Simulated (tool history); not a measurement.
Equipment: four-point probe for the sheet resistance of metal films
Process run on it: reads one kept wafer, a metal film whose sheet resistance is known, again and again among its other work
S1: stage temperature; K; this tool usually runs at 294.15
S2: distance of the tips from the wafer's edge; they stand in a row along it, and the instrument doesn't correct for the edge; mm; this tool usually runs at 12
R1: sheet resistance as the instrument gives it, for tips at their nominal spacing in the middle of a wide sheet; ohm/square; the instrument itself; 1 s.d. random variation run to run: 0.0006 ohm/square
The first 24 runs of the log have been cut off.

| run | hour | S1 | S2 | R1 |
|---|---|---|---|---|
| 25 | 2066.9 | 291.15 | 20 | 2.96732 |
| 26 | 2122.1 | 291.15 | 20 | 2.968729 |
| 27 | 2187.6 | 296.15 | 7 | 2.997927 |
| 28 | 2260.8 | 300.15 | 22 | 2.969477 |
| 29 | 2329.1 | 300.15 | 22 | 2.970555 |
| 30 | 2434.9 | 300.15 | 22 | 2.971209 |
|  | 2446.6 | stage's thermometer calibrated |
| 31 | 2527.8 | 303.15 | 12 | 2.976591 |
| 32 | 2582.1 | 303.15 | 12 | 2.977731 |
| 33 | 2684.6 | 296.15 | 6 | 3.008932 |
| 34 | 2734.1 | 298.15 | 3 | 3.131004 |
| 35 | 2809.9 | 302.15 | 18 | 2.971948 |
| 36 | 2884.6 | 298.15 | 39 | 2.966141 |
| 37 | 2951.4 | 299.15 | 27 | 2.968588 |
| 38 | 3038 | 299.15 | 27 | 2.968725 |
|  | 3064.2 | stage's thermometer calibrated, once more |
| 39 | 3134 | 306.15 | 4 | 3.076366 |
| 40 | 3199.6 | 296.15 | 31 | 2.979829 |
| 41 | 3305.6 | 306.15 | 4 | 3.078123 |
|  | 3314.1 | new probe head fitted |
| 42 | 3404.1 | 306.15 | 4 | 3.05916 |
| 43 | 3504.9 | 301.15 | 40 | 2.963103 |
| 44 | 3574.2 | 292.15 | 9 | 2.978303 |

Consider 5 possible next runs. They are alternatives, not a sequence: every one starts from the tool as it was left by run 44. What does each give?
| A | 3680.9 | 294.15 | 61 | ? |
| B | 3680.9 | 293.15 | 9 | ? |
| C | 3680.9 | 304.15 | 9 | ? |
| D | 3680.9 | 305.15 | 66 | ? |
| E | 3680.9 | 292.15 | 4 | ? |

| run | R1 |
|---|---|
| A | 2.961196 |
| B | 2.979106 |
| C | 2.981673 |
| D | 2.963605 |
| E | 3.056075 |
With the hidden condition removed and each run's random variation left untouched, the same runs would have given:
| run | R1 |
|---|---|
| A | 2.967007 |
| B | 2.984953 |
| C | 2.987495 |
| D | 2.969392 |
| E | 3.062066 |
